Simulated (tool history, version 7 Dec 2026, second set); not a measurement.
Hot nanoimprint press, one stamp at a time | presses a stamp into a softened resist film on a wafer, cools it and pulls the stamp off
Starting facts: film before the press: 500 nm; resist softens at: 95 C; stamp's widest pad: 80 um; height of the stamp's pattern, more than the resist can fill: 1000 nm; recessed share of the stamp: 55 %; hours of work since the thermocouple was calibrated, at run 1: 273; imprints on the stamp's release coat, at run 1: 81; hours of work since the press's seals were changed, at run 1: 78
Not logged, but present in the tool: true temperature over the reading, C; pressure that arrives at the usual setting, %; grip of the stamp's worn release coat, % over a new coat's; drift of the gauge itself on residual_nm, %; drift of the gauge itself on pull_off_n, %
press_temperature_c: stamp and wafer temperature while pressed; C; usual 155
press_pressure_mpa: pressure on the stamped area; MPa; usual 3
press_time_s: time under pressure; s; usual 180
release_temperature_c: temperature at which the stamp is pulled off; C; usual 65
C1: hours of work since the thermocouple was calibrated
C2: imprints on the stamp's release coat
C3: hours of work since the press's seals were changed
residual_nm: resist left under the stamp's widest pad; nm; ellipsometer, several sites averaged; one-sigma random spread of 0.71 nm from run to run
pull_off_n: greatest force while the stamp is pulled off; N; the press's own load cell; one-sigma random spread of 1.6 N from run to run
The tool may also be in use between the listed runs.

run 1 hour=0 | press_temperature_c=155 press_pressure_mpa=3 press_time_s=180 release_temperature_c=65 | C1=273 C2=81 C3=78 | residual_nm=231.7 pull_off_n=148
run 2 hour=57.3 | press_temperature_c=155 press_pressure_mpa=3 press_time_s=180 release_temperature_c=65 | C1=308 C2=237 C3=113 | residual_nm=231.6 pull_off_n=151
run 3 hour=108.2 | press_temperature_c=155 press_pressure_mpa=3 press_time_s=180 release_temperature_c=65 | C1=339 C2=375 C3=144 | residual_nm=231.2 pull_off_n=156
run 4 hour=143.3 | press_temperature_c=155 press_pressure_mpa=3 press_time_s=180 release_temperature_c=65 | C1=360 C2=470 C3=165 | residual_nm=230.3 pull_off_n=160
-- hour=174.2 stamp cleaned and given a new release coat
run 5 hour=197.9 | press_temperature_c=155 press_pressure_mpa=3 press_time_s=180 release_temperature_c=65 | C1=390 C2=64 C3=195 | residual_nm=228.7 pull_off_n=144
run 6 hour=257.6 | press_temperature_c=155 press_pressure_mpa=3 press_time_s=180 release_temperature_c=65 | C1=427 C2=226 C3=232 | residual_nm=227.4 pull_off_n=148
run 7 hour=318.6 | press_temperature_c=155 press_pressure_mpa=3 press_time_s=180 release_temperature_c=65 | C1=464 C2=392 C3=269 | residual_nm=229.3 pull_off_n=155
run 8 hour=357.5 | press_temperature_c=155 press_pressure_mpa=3 press_time_s=128 release_temperature_c=65 | C1=488 C2=497 C3=293 | residual_nm=256.8 pull_off_n=158
-- hour=376 stamp cleaned and given a new release coat
run 9 hour=423.6 | press_temperature_c=165 press_pressure_mpa=2.09 press_time_s=94 release_temperature_c=65 | C1=525 C2=130 C3=329 | residual_nm=196.7 pull_off_n=143
run 10 hour=469.7 | press_temperature_c=165 press_pressure_mpa=2.09 press_time_s=94 release_temperature_c=65 | C1=553 C2=255 C3=358 | residual_nm=197.2 pull_off_n=149
-- hour=514 plate thermocouple calibrated
run 11 hour=534.5 | press_temperature_c=153 press_pressure_mpa=2 press_time_s=176 release_temperature_c=69 | C1=13 C2=423 C3=395 | residual_nm=320.1 pull_off_n=146
run 12 hour=569.6 | press_temperature_c=153 press_pressure_mpa=2 press_time_s=176 release_temperature_c=69 | C1=34 C2=518 C3=417 | residual_nm=319.1 pull_off_n=152
-- hour=581.3 stamp cleaned and given a new release coat
run 13 hour=628.6 | press_temperature_c=153 press_pressure_mpa=2 press_time_s=176 release_temperature_c=69 | C1=66 C2=129 C3=449 | residual_nm=319.9 pull_off_n=132
run 14 hour=694.2 | press_temperature_c=144 press_pressure_mpa=2.37 press_time_s=354 release_temperature_c=54 | C1=107 C2=307 C3=489 | residual_nm=376.9 pull_off_n=202
run 15 hour=725.2 | press_temperature_c=159 press_pressure_mpa=1.98 press_time_s=116 release_temperature_c=67 | C1=126 C2=391 C3=508 | residual_nm=270.2 pull_off_n=153
run 16 hour=754.3 | press_temperature_c=159 press_pressure_mpa=1.98 press_time_s=296 release_temperature_c=73 | C1=143 C2=470 C3=526 | residual_nm=191.6 pull_off_n=128

How the hidden state differs across the entries between the runs, from the last listed run before each to the first after it:
Runs 4 to 5: stamp cleaned and given a new release coat (hour 174.2)
  true temperature over the reading, C: 0.85 -> 0.92; pressure that arrives at the usual setting, %: 98.43 -> 98.14; grip of the stamp's worn release coat, % over a new coat's: 13.8 -> 1.8
  what was measured, less what the result would be without the hidden state, residual_nm: -9.9 -> -10.4 nm; pull_off_n: +16 -> -1 N
Runs 8 to 9: stamp cleaned and given a new release coat (hour 376)
  true temperature over the reading, C: 1.15 -> 1.24; pressure that arrives at the usual setting, %: 97.33 -> 97; grip of the stamp's worn release coat, % over a new coat's: 14.6 -> 3.8
  what was measured, less what the result would be without the hidden state, residual_nm: -13.3 -> -10.9 nm; pull_off_n: +15 -> +1 N
Runs 10 to 11: plate thermocouple calibrated (hour 514)
  true temperature over the reading, C: 1.3 -> -0.03; pressure that arrives at the usual setting, %: 96.78 -> 96.43; grip of the stamp's worn release coat, % over a new coat's: 7.4 -> 12.4
  what was measured, less what the result would be without the hidden state, residual_nm: -11.5 -> +3.3 nm; pull_off_n: +5 -> +16 N
Runs 12 to 13: stamp cleaned and given a new release coat (hour 581.3)
  true temperature over the reading, C: 0.01 -> 0.09; pressure that arrives at the usual setting, %: 96.25 -> 95.97; grip of the stamp's worn release coat, % over a new coat's: 15.3 -> 3.7
  what was measured, less what the result would be without the hidden state, residual_nm: +2.7 -> +1.7 nm; pull_off_n: +20 -> +4 N

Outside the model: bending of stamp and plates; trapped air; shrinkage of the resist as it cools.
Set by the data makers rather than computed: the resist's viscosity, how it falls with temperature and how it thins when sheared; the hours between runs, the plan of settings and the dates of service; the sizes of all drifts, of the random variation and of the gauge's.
